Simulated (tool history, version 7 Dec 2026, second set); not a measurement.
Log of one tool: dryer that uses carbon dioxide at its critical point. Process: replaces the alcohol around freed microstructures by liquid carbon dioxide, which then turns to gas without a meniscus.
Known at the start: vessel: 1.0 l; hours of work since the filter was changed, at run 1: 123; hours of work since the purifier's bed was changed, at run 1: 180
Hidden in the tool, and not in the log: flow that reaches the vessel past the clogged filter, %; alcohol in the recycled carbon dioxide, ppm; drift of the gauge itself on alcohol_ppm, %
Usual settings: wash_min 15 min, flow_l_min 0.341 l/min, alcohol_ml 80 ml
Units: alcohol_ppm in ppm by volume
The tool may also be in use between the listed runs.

run   hour  wash_min  flow_l_min  alcohol_ml  hours of work since the filter was changed  hours of work since the purifier's bed was changed  alcohol_ppm
  1    0.0        15       0.341          80                                         123                                                 180          940
  2    6.3        15       0.341          80                                         128                                                 184          941
  3   14.3        11       0.341          80                                         134                                                 191         3138
  4   24.3        15       0.341          80                                         142                                                 198          991
  5   35.2        15       0.341          80                                         150                                                 207         1031
  6   45.0        15       0.341          80                                         158                                                 214         1007
  7   56.5        15       0.341          80                                         167                                                 223         1021
  8   66.9        15       0.554          80                                         175                                                 231          158
  9   73.7        15       0.231          80                                         180                                                 236         4279
 10   82.4        23       0.231          80                                         186                                                 243          996
 11   87.5        15       0.341          76                                         190                                                 247          983
 12   94.8        15       0.341          76                                         196                                                 253         1039
 13  105.2        15       0.341          80                                         204                                                 261         1106
 14  116.5        15       0.341          80                                         213                                                 269         1108
 15  127.3        15       0.341          80                                         221                                                 278         1119
 16  138.4        15       0.341          80                                         230                                                 286         1153
 17  144.8        12       0.314          40                                         235                                                 291         1706
 18  151.4        12       0.314          40                                         240                                                 296         1756
 19  160.4        10       0.314          58                                         247                                                 303         4193

Forecast run 20:
 20  169.3        20       0.362          80                                         254                                                 310            ?

alcohol_ppm: 295 ppm by volume
Without the tool's hidden state the same run would have given alcohol_ppm 98 ppm by volume.
